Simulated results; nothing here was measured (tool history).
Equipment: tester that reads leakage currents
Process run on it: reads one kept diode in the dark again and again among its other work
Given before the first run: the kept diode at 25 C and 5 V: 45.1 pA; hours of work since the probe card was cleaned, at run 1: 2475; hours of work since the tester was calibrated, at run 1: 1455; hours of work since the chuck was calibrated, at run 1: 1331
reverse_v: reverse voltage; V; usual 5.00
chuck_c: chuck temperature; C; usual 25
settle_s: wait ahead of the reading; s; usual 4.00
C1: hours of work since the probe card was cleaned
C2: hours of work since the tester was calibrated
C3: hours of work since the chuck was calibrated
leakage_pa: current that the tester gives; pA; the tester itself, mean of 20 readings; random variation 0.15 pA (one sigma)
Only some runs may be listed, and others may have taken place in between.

run 1 day=0.000 | reverse_v=5.00 chuck_c=25 settle_s=4.00 | C1=2475 C2=1455 C3=1331 | leakage_pa=54.26
run 2 day=3.338 | reverse_v=6.96 chuck_c=25 settle_s=4.00 | C1=2509 C2=1489 C3=1365 | leakage_pa=63.77
run 3 day=5.812 | reverse_v=5.00 chuck_c=25 settle_s=1.58 | C1=2534 C2=1514 C3=1390 | leakage_pa=55.34
run 4 day=9.062 | reverse_v=5.00 chuck_c=25 settle_s=1.58 | C1=2567 C2=1547 C3=1423 | leakage_pa=55.37
run 5 day=13.017 | reverse_v=5.00 chuck_c=25 settle_s=1.58 | C1=2608 C2=1588 C3=1463 | leakage_pa=55.71
run 6 day=16.321 | reverse_v=5.00 chuck_c=25 settle_s=1.58 | C1=2641 C2=1621 C3=1496 | leakage_pa=55.69
run 7 day=19.746 | reverse_v=5.00 chuck_c=25 settle_s=1.58 | C1=2676 C2=1656 C3=1531 | leakage_pa=56.25
run 8 day=21.554 | reverse_v=5.00 chuck_c=25 settle_s=4.00 | C1=2694 C2=1674 C3=1550 | leakage_pa=55.78
run 9 day=24.262 | reverse_v=5.00 chuck_c=25 settle_s=4.00 | C1=2722 C2=1702 C3=1577 | leakage_pa=55.99
run 10 day=26.871 | reverse_v=5.00 chuck_c=25 settle_s=4.00 | C1=2748 C2=1728 C3=1604 | leakage_pa=56.36
run 11 day=28.771 | reverse_v=5.00 chuck_c=25 settle_s=4.00 | C1=2768 C2=1748 C3=1623 | leakage_pa=55.98
run 12 day=31.433 | reverse_v=2.13 chuck_c=25 settle_s=4.00 | C1=2795 C2=1775 C3=1650 | leakage_pa=38.47
run 13 day=34.979 | reverse_v=2.13 chuck_c=25 settle_s=4.00 | C1=2831 C2=1811 C3=1686 | leakage_pa=38.58
run 14 day=38.188 | reverse_v=2.13 chuck_c=25 settle_s=4.00 | C1=2863 C2=1843 C3=1719 | leakage_pa=38.99
run 15 day=41.729 | reverse_v=2.13 chuck_c=25 settle_s=4.00 | C1=2899 C2=1879 C3=1755 | leakage_pa=38.64
run 16 day=45.592 | reverse_v=2.13 chuck_c=25 settle_s=4.00 | C1=2939 C2=1919 C3=1794 | leakage_pa=39.04
run 17 day=48.917 | reverse_v=5.00 chuck_c=27 settle_s=4.00 | C1=2972 C2=1952 C3=1828 | leakage_pa=65.97
run 18 day=51.550 | reverse_v=5.00 chuck_c=43 settle_s=4.00 | C1=2999 C2=1979 C3=1854 | leakage_pa=203.25
run 19 day=53.992 | reverse_v=5.00 chuck_c=43 settle_s=4.00 | C1=3024 C2=2004 C3=1879 | leakage_pa=203.64
run 20 day=58.050 | reverse_v=5.00 chuck_c=43 settle_s=4.00 | C1=3065 C2=2045 C3=1921 | leakage_pa=204.56
run 21 day=62.188 | reverse_v=4.04 chuck_c=47 settle_s=6.11 | C1=3107 C2=2087 C3=1963 | leakage_pa=244.47
run 22 day=65.408 | reverse_v=4.04 chuck_c=47 settle_s=6.11 | C1=3140 C2=2120 C3=1995 | leakage_pa=246.24
run 23 day=67.496 | reverse_v=1.00 chuck_c=27 settle_s=4.66 | C1=3161 C2=2141 C3=2016 | leakage_pa=33.17
run 24 day=69.992 | reverse_v=1.00 chuck_c=27 settle_s=4.66 | C1=3187 C2=2167 C3=2042 | leakage_pa=33.24
run 25 day=71.733 | reverse_v=1.00 chuck_c=27 settle_s=4.66 | C1=3204 C2=2184 C3=2060 | leakage_pa=33.38
run 26 day=74.754 | reverse_v=5.00 chuck_c=33 settle_s=4.00 | C1=3235 C2=2215 C3=2090 | leakage_pa=104.06
run 27 day=78.271 | reverse_v=10.75 chuck_c=25 settle_s=5.63 | C1=3271 C2=2251 C3=2126 | leakage_pa=84.85
run 28 day=80.979 | reverse_v=2.89 chuck_c=39 settle_s=4.00 | C1=3298 C2=2278 C3=2154 | leakage_pa=125.86
run 29 day=85.029 | reverse_v=17.92 chuck_c=53 settle_s=5.28 | C1=3339 C2=2319 C3=2195 | leakage_pa=689.95
run 30 day=87.012 | reverse_v=17.92 chuck_c=53 settle_s=5.28 | C1=3359 C2=2339 C3=2215 | leakage_pa=693.24
run 31 day=91.038 | reverse_v=5.00 chuck_c=30 settle_s=4.00 | C1=3400 C2=2380 C3=2256 | leakage_pa=85.14
run 32 day=93.867 | reverse_v=5.00 chuck_c=30 settle_s=4.00 | C1=3429 C2=2409 C3=2285 | leakage_pa=85.77
-- day=95.550 chuck's temperature calibrated
run 33 day=97.475 | reverse_v=5.00 chuck_c=30 settle_s=4.00 | C1=3465 C2=2445 C3=20 | leakage_pa=71.77
-- day=98.954 probe card cleaned and baked
run 34 day=100.900 | reverse_v=2.08 chuck_c=38 settle_s=4.00 | C1=20 C2=2479 C3=53 | leakage_pa=84.34
run 35 day=104.496 | reverse_v=2.90 chuck_c=25 settle_s=4.00 | C1=56 C2=2515 C3=90 | leakage_pa=36.42
run 36 day=107.792 | reverse_v=2.90 chuck_c=25 settle_s=4.00 | C1=90 C2=2549 C3=123 | leakage_pa=36.52
run 37 day=110.167 | reverse_v=10.18 chuck_c=49 settle_s=1.06 | C1=114 C2=2573 C3=147 | leakage_pa=353.39
run 38 day=113.371 | reverse_v=4.21 chuck_c=23 settle_s=3.10 | C1=146 C2=2605 C3=180 | leakage_pa=36.69
run 39 day=115.533 | reverse_v=4.21 chuck_c=23 settle_s=3.10 | C1=168 C2=2627 C3=202 | leakage_pa=36.86

Below are 3 alternative next runs, each starting from the tool's condition after run 39. Predict each:
run A day=118.608 | reverse_v=1.54 chuck_c=44 settle_s=0.42 | C1=200 C2=2658 C3=233 | leakage_pa=?
run B day=118.608 | reverse_v=6.79 chuck_c=21 settle_s=0.34 | C1=200 C2=2658 C3=233 | leakage_pa=?
run C day=118.608 | reverse_v=1.58 chuck_c=25 settle_s=4.00 | C1=200 C2=2658 C3=233 | leakage_pa=?

run=A leakage_pa=115.87
run=B leakage_pa=42.17
run=C leakage_pa=28.51
What these runs would have given with no unlogged condition in the tool:
run=A leakage_pa=114.58
run=B leakage_pa=41.27
run=C leakage_pa=28.06

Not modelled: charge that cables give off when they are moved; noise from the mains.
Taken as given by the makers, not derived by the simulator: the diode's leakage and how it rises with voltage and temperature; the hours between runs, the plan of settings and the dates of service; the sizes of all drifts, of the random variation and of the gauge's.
